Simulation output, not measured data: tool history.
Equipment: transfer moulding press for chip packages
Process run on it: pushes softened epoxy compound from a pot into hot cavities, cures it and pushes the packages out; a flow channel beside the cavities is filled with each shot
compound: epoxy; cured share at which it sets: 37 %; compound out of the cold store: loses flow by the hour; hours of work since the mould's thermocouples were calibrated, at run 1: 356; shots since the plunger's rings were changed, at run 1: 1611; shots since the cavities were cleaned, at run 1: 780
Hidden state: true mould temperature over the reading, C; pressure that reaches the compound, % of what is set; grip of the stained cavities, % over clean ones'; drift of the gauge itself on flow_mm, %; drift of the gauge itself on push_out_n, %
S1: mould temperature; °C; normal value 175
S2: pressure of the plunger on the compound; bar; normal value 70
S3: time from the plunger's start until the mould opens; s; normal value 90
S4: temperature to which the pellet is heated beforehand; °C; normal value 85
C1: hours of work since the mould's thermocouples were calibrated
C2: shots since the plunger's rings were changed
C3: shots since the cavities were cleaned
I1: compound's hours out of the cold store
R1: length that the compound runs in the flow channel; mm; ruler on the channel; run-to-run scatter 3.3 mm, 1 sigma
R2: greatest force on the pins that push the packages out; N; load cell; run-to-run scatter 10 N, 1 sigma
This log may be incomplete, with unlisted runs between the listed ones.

run,day,S1,S2,S3,S4,C1,C2,C3,I1,R1,R2
1,0,175,70,90,85,356,1611,780,48,882,500
2,1.05,175,70,90,85,369,1853,1022,42.9,897,492
# day 1.508: cavities cleaned with cleaning compound and waxed
3,2.675,173,70,90,85,390,2214,270,17.5,1010,546
4,3.95,173,70,90,78,406,2508,564,8.2,1056,576
5,4.892,175,71.1,90,85,419,2725,781,44.8,902,476
# day 6.408: cavities cleaned with cleaning compound and waxed
6,6.562,175,70,90,85,440,3097,36,15.1,1019,488
7,7.562,175,70,90,85,453,3328,267,14.9,1013,491
8,8.333,175,70,90,85,463,3506,445,47.5,884,496
9,9.612,175,55.2,90,85,479,3801,740,44.2,798,470
# day 9.817: plunger's sealing rings changed
# day 11.408: cavities cleaned with cleaning compound and waxed
10,11.433,174,70,90,85,501,359,5,38.1,926,500
11,12.338,174,70,106,85,512,568,214,22.2,990,447
# day 13.212: mould's thermocouples calibrated
12,13.25,175,70,90,85,0,759,405,17.3,1003,512
13,14.5,175,70,90,85,17,1048,694,25.1,972,492
14,16.229,175,70,90,85,39,1447,1093,27.6,958,492
# day 16.446: cavities cleaned with cleaning compound and waxed
15,17.496,175,70,90,85,55,1725,242,35.2,930,484
16,18.479,175,77.3,90,94,68,1952,469,32.2,986,488
17,19.871,175,70,90,94,86,2273,790,17.1,1003,495
18,20.946,175,70,88,84,100,2521,1038,8.6,1045,527
# day 21.396: cavities cleaned with cleaning compound and waxed
19,21.854,175,73.4,107,93,111,2717,106,11.9,1057,447
20,22.854,175,73.4,107,93,124,2947,336,33,968,431
21,24.375,175,70,86,85,144,3298,687,45.7,891,510
22,25.65,175,70,86,85,160,3593,982,27.1,964,529
# day 26.262: cavities cleaned with cleaning compound and waxed
# day 26.788: plunger's sealing rings changed
23,27.562,168,70,117,86,183,179,276,23.3,1007,470
24,28.796,175,79.6,121,85,199,464,561,37.6,985,433
25,30.421,179,52.6,108,77,220,838,935,34,804,419
# day 31.288: cavities cleaned with cleaning compound and waxed
26,31.958,175,81.3,70,85,239,1179,155,40,983,781
27,32.754,175,70,124,77,250,1363,339,20.9,994,436
28,34.554,174,70,90,85,273,1779,755,36.2,928,500

Forecast each of these 4 alternatives for the next run:
# day 36.246: cavities cleaned with cleaning compound and waxed
A,36.279,178,70,90,85,295,2163,9,25.8,?,?
# day 36.246: cavities cleaned with cleaning compound and waxed
B,36.279,183,58.6,90,85,295,2163,9,28.1,?,?
# day 36.246: cavities cleaned with cleaning compound and waxed
C,36.279,171,70,90,85,295,2163,9,31,?,?
# day 36.246: cavities cleaned with cleaning compound and waxed
D,36.279,175,70,86,94,295,2163,9,34.7,?,?

run,R1,R2
A,963,455
B,853,418
C,964,592
D,929,489
The same runs, with their run-to-run variation unchanged, on a tool lacking any hidden condition would have given:
run,R1,R2
A,963,455
B,854,418
C,965,592
D,930,489
